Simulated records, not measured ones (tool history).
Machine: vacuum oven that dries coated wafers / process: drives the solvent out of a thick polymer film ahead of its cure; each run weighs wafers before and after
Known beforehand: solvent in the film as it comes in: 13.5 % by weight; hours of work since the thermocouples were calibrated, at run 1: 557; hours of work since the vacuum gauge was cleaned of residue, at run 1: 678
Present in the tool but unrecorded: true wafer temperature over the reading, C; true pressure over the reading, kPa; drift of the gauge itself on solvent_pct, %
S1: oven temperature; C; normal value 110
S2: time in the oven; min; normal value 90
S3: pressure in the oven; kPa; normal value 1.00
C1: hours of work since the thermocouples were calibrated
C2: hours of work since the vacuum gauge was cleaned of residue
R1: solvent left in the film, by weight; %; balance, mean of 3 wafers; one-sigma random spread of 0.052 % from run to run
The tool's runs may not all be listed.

run     day   S1   S2    S3   C1   C2    R1
  1   0.000  110   90  1.00  557  678  1.79
  2   0.746  110   90  1.00  571  692  1.86
  3   1.421  110   90  1.00  584  705  1.83
  4   1.892  110   90  1.00  593  714  1.79
  5   2.458  110   90  1.00  603  724  1.87
  6   3.354  110   90  1.00  620  741  1.82
  7   4.283  110   90  1.00  638  759  1.91
  8   5.058  110   90  1.00  652  773  1.85
  9   5.733  110   90  1.00  665  786  1.83
 10   6.654  110   90  1.00  683  803  1.91
 11   7.379  119   90  1.00  696  817  0.76
 12   7.950  110   55  2.26  707  828  4.03
 13   8.550  110  123  2.76  718  839  2.26
 14   9.304  110   90  0.54  732  853  1.67
 15  10.075  110  117  1.00  747  868  1.40
 16  10.471  110  117  1.00  755  875  1.32
 17  11.012  110   46  1.82  765  886  4.54
 18  11.650  109   79  0.59  777  898  2.37
 19  12.392  109   67  0.77  791  912  3.04
 20  13.071  109   67  2.80  804  924  4.00
 21  13.850  109   67  2.80  818  939  3.92
 22  14.412  100   65  0.58  829  950  5.26

Each row is a separate what-if for the run after 22, all from the same tool condition, not one after another. Results?
  A  14.975  104   90  1.74  839  960   ?
  B  14.975  122   48  1.00  839  960   ?
  C  14.975  125  102  1.18  839  960   ?
  D  14.975  108   90  1.00  839  960   ?
  E  14.975  103   65  0.58  839  960   ?

run    R1
  A  3.71
  B  1.58
  C  0.52
  D  2.38
  E  4.37
With the hidden condition removed and each run's random variation left untouched, the same runs would have given:
run    R1
  A  2.95
  B  1.14
  C  0.38
  D  1.75
  E  3.59
